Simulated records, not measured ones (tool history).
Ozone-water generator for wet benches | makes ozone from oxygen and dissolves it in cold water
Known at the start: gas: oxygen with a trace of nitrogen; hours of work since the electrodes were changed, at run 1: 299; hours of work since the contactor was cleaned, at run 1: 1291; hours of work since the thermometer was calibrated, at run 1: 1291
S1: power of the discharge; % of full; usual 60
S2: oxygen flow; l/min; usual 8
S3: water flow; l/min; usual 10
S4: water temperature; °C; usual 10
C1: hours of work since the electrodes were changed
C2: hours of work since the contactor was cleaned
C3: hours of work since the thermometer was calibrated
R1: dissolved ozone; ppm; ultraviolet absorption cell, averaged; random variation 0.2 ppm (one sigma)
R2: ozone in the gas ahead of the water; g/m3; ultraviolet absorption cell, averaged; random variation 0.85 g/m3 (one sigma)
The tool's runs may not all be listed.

run   hour  S1     S2  S3  S4   C1    C2    C3    R1     R2
  1      0  60      8  10  10  299  1291  1291  28.3  134.8
  2   22.6  60      8  10  10  318  1311  1311  28.8  138.1
  3   42.2  60      8  10  10  336  1328  1328  28.3  136.6
  4   59.1  60    8.8  10  10  350  1343  1343  28.1  129.6
  5   79.5  60    8.8  10  10  368  1360  1360  27.6  131.3
  6  105.7  60    8.8  10  10  391  1383  1383  27.9    129
  7  122.4  60    8.8  10  10  405  1398  1398    28  129.6
  8  143.5  60    8.8  10  10  424  1416  1416  27.8  130.9
  9  164.8  60    8.8  14  10  442  1435  1435    23    129
 10  195.8  64   4.03  10  10  469  1461  1461  31.2  200.4
 11  219.8  64   4.03  10  10  490  1482  1482  31.2  200.9
 12  254.5  46   5.81  15  15  520  1512  1512  17.2  130.2
 13  287.5  60      8   7  10  549  1541  1541  33.4  135.4
 14  304.1  97  11.02  12   8  563  1556  1556  36.6  166.5
 15  331.5  97  11.02   9   8  587  1579  1579  41.7  166.2
 16  362.5  65  12.36   7   5  614  1606  1606  36.2  117.5

The same runs without the tool's hidden state, with the same run-to-run variation:
The hidden state here: yield of the discharge, % of new electrodes'; contactor's efficiency, % of a clean one's; true water temperature over the reading, C; drift of the gauge itself on ozone_ppm, %; drift of the gauge itself on gas_g_m3, %.
run    R1     R2
  1  28.8  135.7
  2  29.3    139
  3  28.8  137.6
  4  28.6  130.6
  5  28.2  132.2
  6  28.4    130
  7  28.6  130.6
  8  28.4  131.9
  9  23.5    130
 10  31.8  202.2
 11  31.8  202.7
 12  17.5  131.1
 13  34.1  136.6
 14  37.6  168.6
 15  42.8  168.4
 16  37.1  118.7

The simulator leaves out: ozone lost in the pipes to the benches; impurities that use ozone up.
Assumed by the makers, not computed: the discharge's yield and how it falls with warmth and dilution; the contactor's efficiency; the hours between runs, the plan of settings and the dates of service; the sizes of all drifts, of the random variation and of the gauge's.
